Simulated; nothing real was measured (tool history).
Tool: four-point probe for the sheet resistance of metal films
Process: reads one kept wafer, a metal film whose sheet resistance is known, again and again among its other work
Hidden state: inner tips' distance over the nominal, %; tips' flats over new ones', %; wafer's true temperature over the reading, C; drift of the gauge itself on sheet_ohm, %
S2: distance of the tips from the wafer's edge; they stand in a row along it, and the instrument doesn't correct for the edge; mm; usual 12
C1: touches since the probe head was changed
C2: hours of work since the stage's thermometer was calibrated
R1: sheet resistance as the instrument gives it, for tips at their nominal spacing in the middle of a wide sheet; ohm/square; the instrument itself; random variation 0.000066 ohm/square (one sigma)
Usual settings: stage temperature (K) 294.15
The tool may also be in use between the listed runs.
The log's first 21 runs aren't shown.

At hour 1986.1: stage's thermometer calibrated, once more.
Run 22, hour 2015.3: usual settings but stage temperature (K) 291.15, S2 55 mm; C1 11478; C2 17. Result: R1 0.326079 ohm/square.
Run 23, hour 2080.9: usual settings but stage temperature (K) 299.15; C1 14564; C2 54. Result: R1 0.330313 ohm/square.
Run 24, hour 2144.3: usual settings but stage temperature (K) 308.15, S2 10 mm; C1 17547; C2 90. Result: R1 0.333691 ohm/square.
Run 25, hour 2245.8: usual settings but stage temperature (K) 308.15, S2 10 mm; C1 22319; C2 148. Result: R1 0.333818 ohm/square.
Run 26, hour 2322.9: usual settings but stage temperature (K) 296.15, S2 5 mm; C1 25940; C2 192. Result: R1 0.338679 ohm/square.
Run 27, hour 2404.1: usual settings but stage temperature (K) 302.15, S2 21 mm; C1 29761; C2 239. Result: R1 0.330167 ohm/square.
Run 28, hour 2473.6: usual settings but stage temperature (K) 302.15, S2 21 mm; C1 33029; C2 278. Result: R1 0.330282 ohm/square.
Run 29, hour 2549.3: usual settings but stage temperature (K) 302.15, S2 41 mm; C1 36587; C2 322. Result: R1 0.329824 ohm/square.
Run 30, hour 2646.1: usual settings but stage temperature (K) 302.15, S2 41 mm; C1 41138; C2 377. Result: R1 0.329871 ohm/square.
Run 31, hour 2729.0: usual settings but stage temperature (K) 302.15, S2 41 mm; C1 45035; C2 424. Result: R1 0.329916 ohm/square.
Run 32, hour 2803.8: usual settings but stage temperature (K) 297.15, S2 3 mm; C1 48554; C2 467. Result: R1 0.357155 ohm/square.
Run 33, hour 2886.2: usual settings but stage temperature (K) 297.15, S2 4 mm; C1 52428; C2 514. Result: R1 0.345281 ohm/square.
Run 34, hour 3007.3: usual settings but stage temperature (K) 307.15, S2 30 mm; C1 58121; C2 583. Result: R1 0.331829 ohm/square.
Run 35, hour 3070.8: usual settings but S2 6 mm; C1 61104; C2 619. Result: R1 0.335530 ohm/square.
Run 36, hour 3127.7: usual settings but stage temperature (K) 300.15, S2 26 mm; C1 63782; C2 652. Result: R1 0.329963 ohm/square.
Run 37, hour 3221.6: usual settings but stage temperature (K) 300.15, S2 26 mm; C1 68195; C2 706. Result: R1 0.330185 ohm/square.

3 ways to go on from here, each from the tool as it stands after run 37. What would each give?
Run A, hour 3322.0: usual settings but stage temperature (K) 292.15, S2 8 mm; C1 72914; C2 763. Result: R1 ?.
Run B, hour 3322.0: usual settings but stage temperature (K) 301.15; C1 72914; C2 763. Result: R1 ?.
Run C, hour 3322.0: usual settings but stage temperature (K) 297.15, S2 35 mm; C1 72914; C2 763. Result: R1 ?.

run        R1
  A  0.331893
  B  0.331978
  C  0.329239
Without the tool's hidden state the same runs would have given:
run        R1
  A  0.330953
  B  0.331039
  C  0.328307
